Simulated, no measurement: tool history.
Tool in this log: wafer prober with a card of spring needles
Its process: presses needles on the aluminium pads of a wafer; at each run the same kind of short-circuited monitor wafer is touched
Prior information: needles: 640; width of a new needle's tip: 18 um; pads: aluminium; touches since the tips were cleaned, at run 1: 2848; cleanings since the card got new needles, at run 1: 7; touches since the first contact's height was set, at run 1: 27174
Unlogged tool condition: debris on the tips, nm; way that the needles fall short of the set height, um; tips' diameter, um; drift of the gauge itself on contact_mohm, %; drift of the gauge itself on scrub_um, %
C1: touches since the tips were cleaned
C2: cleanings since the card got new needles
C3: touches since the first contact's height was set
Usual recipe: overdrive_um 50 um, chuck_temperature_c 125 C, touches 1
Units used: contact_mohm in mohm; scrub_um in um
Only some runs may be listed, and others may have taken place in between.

Run 1, hour 0.0: usual settings; C1 2848; C2 7; C3 27174. Result: contact_mohm 381 mohm, scrub_um 12.23 um.
At hour 0.9: tips cleaned on abrasive film.
At hour 6.5: tips cleaned on abrasive film.
At hour 12.0: tips cleaned on abrasive film.
Run 2, hour 15.9: usual settings but chuck_temperature_c 90 C; C1 2317; C2 10; C3 36389. Result: contact_mohm 363 mohm, scrub_um 12.04 um.
At hour 17.1: tips cleaned on abrasive film.
At hour 23.4: tips cleaned on abrasive film.
Run 3, hour 27.8: usual settings but chuck_temperature_c 31 C; C1 2588; C2 12; C3 43270. Result: contact_mohm 364 mohm, scrub_um 12.02 um.
At hour 28.6: tips cleaned on abrasive film.
At hour 34.1: tips cleaned on abrasive film.
Run 4, hour 34.5: usual settings but chuck_temperature_c 31 C; C1 258; C2 14; C3 47129. Result: contact_mohm 299 mohm, scrub_um 11.95 um.
At hour 39.6: tips cleaned on abrasive film.
At hour 45.0: tips cleaned on abrasive film.
At hour 45.8: tips cleaned on abrasive film, once more.
Run 5, hour 48.7: usual settings but overdrive_um 56 um, chuck_temperature_c 31 C; C1 1684; C2 17; C3 55302. Result: contact_mohm 325 mohm, scrub_um 13.42 um.
At hour 51.7: tips cleaned on abrasive film.
Run 6, hour 55.6: usual settings but overdrive_um 56 um, chuck_temperature_c 31 C; C1 2294; C2 18; C3 59325. Result: contact_mohm 347 mohm, scrub_um 13.31 um.
At hour 57.2: tips cleaned on abrasive film.
At hour 62.8: tips cleaned on abrasive film.
At hour 68.6: tips cleaned on abrasive film.
Run 7, hour 69.2: usual settings but overdrive_um 56 um, chuck_temperature_c 31 C; C1 349; C2 21; C3 67212. Result: contact_mohm 292 mohm, scrub_um 13.16 um.
At hour 74.6: tips cleaned on abrasive film.
At hour 80.1: tips cleaned on abrasive film.
Run 8, hour 80.1: usual settings but overdrive_um 56 um, chuck_temperature_c 31 C; C1 0; C2 23; C3 73532. Result: contact_mohm 285 mohm, scrub_um 13.17 um.
At hour 86.4: tips cleaned on abrasive film.
Run 9, hour 90.4: usual settings but chuck_temperature_c 43 C; C1 2319; C2 24; C3 79509. Result: contact_mohm 351 mohm, scrub_um 11.76 um.
At hour 92.4: tips cleaned on abrasive film.
At hour 98.0: tips cleaned on abrasive film.
At hour 103.6: tips cleaned on abrasive film.
Run 10, hour 103.9: usual settings but chuck_temperature_c 43 C; C1 202; C2 27; C3 87342. Result: contact_mohm 305 mohm, scrub_um 11.66 um.
At hour 109.4: tips cleaned on abrasive film.
Run 11, hour 111.9: usual settings but chuck_temperature_c 43 C; C1 1438; C2 28; C3 91968. Result: contact_mohm 346 mohm, scrub_um 11.61 um.
At hour 114.9: tips cleaned on abrasive film.
At hour 121.0: tips cleaned on abrasive film.
At hour 126.4: tips cleaned on abrasive film.
Run 12, hour 126.4: usual settings but chuck_temperature_c 39 C; C1 0; C2 31; C3 100376. Result: contact_mohm 294 mohm, scrub_um 11.53 um.
At hour 132.3: tips cleaned on abrasive film.
At hour 138.2: tips cleaned on abrasive film.
Run 13, hour 139.3: usual settings; C1 636; C2 33; C3 107831. Result: contact_mohm 340 mohm, scrub_um 11.47 um.
At hour 143.5: tips cleaned on abrasive film.
Run 14, hour 146.5: usual settings but overdrive_um 59 um, chuck_temperature_c 27 C; C1 1765; C2 34; C3 112035. Result: contact_mohm 325 mohm, scrub_um 13.71 um.
At hour 148.9: tips cleaned on abrasive film.
At hour 154.5: tips cleaned on abrasive film.
Run 15, hour 158.1: usual settings but overdrive_um 34 um, touches 2; C1 2154; C2 36; C3 118808. Result: contact_mohm 417 mohm, scrub_um 7.42 um.
At hour 160.1: tips cleaned on abrasive film.
At hour 165.8: tips cleaned on abrasive film.
At hour 170.1: height of the first contact set anew.
Run 16, hour 170.9: usual settings but overdrive_um 34 um, touches 2; C1 2831; C2 38; C3 469. Result: contact_mohm 410 mohm, scrub_um 8.39 um.
At hour 172.0: tips cleaned on abrasive film.
At hour 178.2: tips cleaned on abrasive film.
At hour 183.5: tips cleaned on abrasive film.
Run 17, hour 184.1: usual settings but overdrive_um 31 um, chuck_temperature_c 84 C, touches 2; C1 323; C2 41; C3 8064. Result: contact_mohm 338 mohm, scrub_um 7.60 um.
At hour 189.5: tips cleaned on abrasive film.
Run 18, hour 190.9: usual settings but overdrive_um 47 um, chuck_temperature_c 28 C, touches 2; C1 855; C2 42; C3 12071. Result: contact_mohm 311 mohm, scrub_um 11.52 um.
At hour 195.1: tips cleaned on abrasive film.
Run 19, hour 198.6: usual settings but overdrive_um 47 um, chuck_temperature_c 28 C, touches 2; C1 2053; C2 43; C3 16523. Result: contact_mohm 331 mohm, scrub_um 11.58 um.
At hour 201.2: tips cleaned on abrasive film.
At hour 206.5: tips cleaned on abrasive film.
Run 20, hour 206.5: usual settings but overdrive_um 46 um, chuck_temperature_c 68 C, touches 2; C1 0; C2 45; C3 21081. Result: contact_mohm 301 mohm, scrub_um 11.15 um.
At hour 212.7: tips cleaned on abrasive film.
Run 21, hour 214.9: usual settings but overdrive_um 46 um, chuck_temperature_c 71 C, touches 2; C1 1261; C2 46; C3 25952. Result: contact_mohm 333 mohm, scrub_um 11.16 um.
At hour 218.6: tips cleaned on abrasive film.
At hour 224.2: tips cleaned on abrasive film.
Run 22, hour 227.4: usual settings but overdrive_um 46 um, chuck_temperature_c 71 C, touches 2; C1 1899; C2 48; C3 33241. Result: contact_mohm 341 mohm, scrub_um 11.19 um.
At hour 229.6: tips cleaned on abrasive film.
At hour 234.8: tips cleaned on abrasive film.
Run 23, hour 239.7: usual settings but overdrive_um 46 um, chuck_temperature_c 71 C, touches 2; C1 2905; C2 50; C3 40368. Result: contact_mohm 358 mohm, scrub_um 11.08 um.
At hour 240.8: tips cleaned on abrasive film.
At hour 246.5: tips cleaned on abrasive film.
Run 24, hour 247.1: usual settings but overdrive_um 33 um, chuck_temperature_c 71 C, touches 2; C1 375; C2 52; C3 44654. Result: contact_mohm 338 mohm, scrub_um 7.79 um.
At hour 251.9: tips cleaned on abrasive film.
At hour 257.4: tips cleaned on abrasive film.
Run 25, hour 259.0: usual settings but overdrive_um 33 um, chuck_temperature_c 71 C, touches 2; C1 925; C2 54; C3 51510. Result: contact_mohm 353 mohm, scrub_um 7.72 um.

Pick out some run-to-run changes in contact_mohm. Of each, how much would a tool without hidden state show as well, from the settings, what came in and chance, and how much is left for the hidden state and any gauge scatter not in both results compared?
Run 3 -> 4: tips cleaned on abrasive film, tips cleaned on abrasive film. contact_mohm -65 mohm: hidden state -68, all else +3.
Run 8 -> 9: overdrive_um 56 -> 50, chuck_temperature_c 31 -> 43, tips cleaned on abrasive film. contact_mohm +66 mohm: hidden state +68, all else -2.
Run 14 -> 15: overdrive_um 59 -> 34, chuck_temperature_c 27 -> 125, touches 1 -> 2, tips cleaned on abrasive film, tips cleaned on abrasive film. contact_mohm +92 mohm: hidden state +43, all else +49.
Run 16 -> 17: overdrive_um 34 -> 31, chuck_temperature_c 125 -> 84, tips cleaned on abrasive film, tips cleaned on abrasive film, tips cleaned on abrasive film. contact_mohm -72 mohm: hidden state -61, all else -11.
